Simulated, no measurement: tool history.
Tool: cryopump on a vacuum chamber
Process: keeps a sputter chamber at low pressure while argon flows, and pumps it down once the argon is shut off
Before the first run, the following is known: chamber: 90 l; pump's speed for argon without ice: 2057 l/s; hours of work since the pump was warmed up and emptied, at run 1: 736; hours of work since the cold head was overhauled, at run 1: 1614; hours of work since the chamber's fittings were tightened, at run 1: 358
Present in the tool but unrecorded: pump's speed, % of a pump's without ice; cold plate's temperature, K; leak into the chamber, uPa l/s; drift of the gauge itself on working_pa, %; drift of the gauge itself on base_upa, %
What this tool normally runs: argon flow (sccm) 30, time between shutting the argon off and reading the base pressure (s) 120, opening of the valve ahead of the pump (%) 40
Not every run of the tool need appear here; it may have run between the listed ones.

run,hour,argon flow (sccm),time between shutting the argon off and reading the base pressure (s),opening of the valve ahead of the pump (%),hours of work since the pump was warmed up and emptied,hours of work since the cold head was overhauled,hours of work since the chamber's fittings were tightened,pressure while argon flows (Pa),pressure after the wait (uPa)
1,0.0,30,120,40,736,1614,358,0.0670,0.87
2,77.1,30,120,40,773,1652,395,0.0676,0.91
3,133.3,30,120,40,800,1679,422,0.0677,0.92
4,206.2,30,120,40,836,1714,457,0.0685,0.98
# hour 216.5: pump warmed up, emptied and cooled again
5,279.8,30,76,40,31,1747,491,0.0618,0.98
6,374.4,30,76,40,76,1793,536,0.0625,1.02
7,468.9,30,76,40,122,1839,582,0.0638,1.09
8,557.9,30,76,40,165,1882,625,0.0626,1.17
9,652.2,30,244,40,211,1928,671,0.0641,1.06
10,734.1,30,244,40,250,1967,710,0.0622,1.06
11,811.4,30,244,40,288,2005,748,0.0642,1.19
12,881.0,30,244,40,322,2038,782,0.0642,1.19
13,943.5,30,120,42,352,2069,812,0.0614,1.32
14,1005.1,32,43,40,382,2098,842,0.0690,1.69
15,1107.1,36,43,60,431,2148,891,0.0520,1.77
16,1175.0,48,120,22,464,2181,924,0.1844,1.50
17,1217.4,24,41,18,484,2201,944,0.1119,1.83
18,1309.1,16,296,36,529,2245,989,0.0385,1.48
19,1361.9,16,296,36,554,2271,1014,0.0397,1.55

The next listed run, before its measurement:
20,1431.4,17,21,40,588,2305,1048,?,?

pressure while argon flows (Pa): 0.0380
pressure after the wait (uPa): 2.39
With the hidden condition absent and the run-to-run variation left alone, this run would have shown pressure while argon flows (Pa) 0.0355, pressure after the wait (uPa) 1.04.
